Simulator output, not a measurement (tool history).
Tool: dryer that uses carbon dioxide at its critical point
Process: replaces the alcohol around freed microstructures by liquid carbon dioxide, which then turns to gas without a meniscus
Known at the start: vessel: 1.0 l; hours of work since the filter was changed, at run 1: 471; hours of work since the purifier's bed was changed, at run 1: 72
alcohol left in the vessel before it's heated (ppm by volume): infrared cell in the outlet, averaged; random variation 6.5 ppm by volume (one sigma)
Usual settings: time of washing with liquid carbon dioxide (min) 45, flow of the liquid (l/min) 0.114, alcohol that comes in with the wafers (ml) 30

run,hour,time of washing with liquid carbon dioxide (min),flow of the liquid (l/min),alcohol that comes in with the wafers (ml),hours of work since the filter was changed,hours of work since the purifier's bed was changed,alcohol left in the vessel before it's heated (ppm by volume)
1,0.0,45,0.114,30,471,72,513
2,9.3,45,0.114,30,475,76,521
3,18.1,45,0.114,30,478,80,518
4,33.8,45,0.114,30,485,86,520
# hour 41.8: inlet filter changed
5,46.5,45,0.114,30,2,92,286
6,56.5,45,0.114,101,6,96,932
7,68.4,45,0.114,101,11,101,956
8,80.9,45,0.114,101,17,106,980
9,92.1,45,0.114,101,22,111,980
10,106.5,45,0.114,101,28,117,985
11,115.4,45,0.114,101,32,121,1000
12,128.1,37,0.088,39,37,127,2165
13,137.5,37,0.088,39,41,131,2177
14,144.4,27,0.106,23,44,134,1789
15,160.7,27,0.106,23,51,141,1802
16,176.0,43,0.075,30,58,147,1829
17,184.0,58,0.075,30,61,151,707
18,200.6,32,0.075,35,69,158,4315
19,207.7,45,0.146,32,72,161,109
20,219.4,51,0.088,32,77,166,670
21,234.8,63,0.164,86,83,173,43

Forecast each of these 4 alternatives for the next run:
A,251.2,45,0.114,69,90,180,?
B,251.2,37,0.114,30,90,180,?
C,251.2,45,0.187,35,90,180,?
D,251.2,63,0.109,86,90,180,?

run,alcohol left in the vessel before it's heated (ppm by volume)
A,723
B,730
C,50
D,229
Without the tool's hidden state the same runs would have given:
run,alcohol left in the vessel before it's heated (ppm by volume)
A,620
B,638
C,19
D,173
